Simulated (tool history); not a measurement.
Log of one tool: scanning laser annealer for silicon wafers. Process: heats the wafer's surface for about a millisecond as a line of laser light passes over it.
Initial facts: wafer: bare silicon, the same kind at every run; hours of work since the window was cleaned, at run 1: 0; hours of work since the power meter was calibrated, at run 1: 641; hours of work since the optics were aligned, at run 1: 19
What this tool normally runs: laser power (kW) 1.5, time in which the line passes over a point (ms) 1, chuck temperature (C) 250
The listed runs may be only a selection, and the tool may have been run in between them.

run	hour	laser power (kW)	time in which the line passes over a point (ms)	chuck temperature (C)	hours of work since the window was cleaned	hours of work since the power meter was calibrated	hours of work since the optics were aligned	highest temperature of the surface (C)
1	0	1.5	1	250	0	641	19	958
2	23.6	1.5	1	250	16	657	35	957
3	46.3	1.5	1	250	32	673	51	959
4	70	1.5	1	244	48	689	67	953
5	88.1	1.5	1	244	61	702	80	952
6	101.7	1.5	1	266	70	711	89	976
7	115.1	1.5	1	266	79	720	98	972
8	128.1	1.5	1	250	88	729	107	959
9	151.8	1.5	1	250	105	746	124	959
10	177.8	1.5	1	250	123	764	142	960
11	194.9	1.571	1	250	135	775	153	990
12	214.7	1.5	0.79	250	148	789	167	885
13	234.7	1.5	0.79	250	162	803	181	887
14	254.2	1.5	0.79	250	176	816	194	885
15	277.9	1.493	1.13	250	192	833	211	994

Run 16 is up next; what results do you expect?
16	297.3	1.418	0.9	250	205	846	224	?

highest temperature of the surface (C): 890
The same run, on a tool lacking any hidden state, would have yielded highest temperature of the surface (C) 891.

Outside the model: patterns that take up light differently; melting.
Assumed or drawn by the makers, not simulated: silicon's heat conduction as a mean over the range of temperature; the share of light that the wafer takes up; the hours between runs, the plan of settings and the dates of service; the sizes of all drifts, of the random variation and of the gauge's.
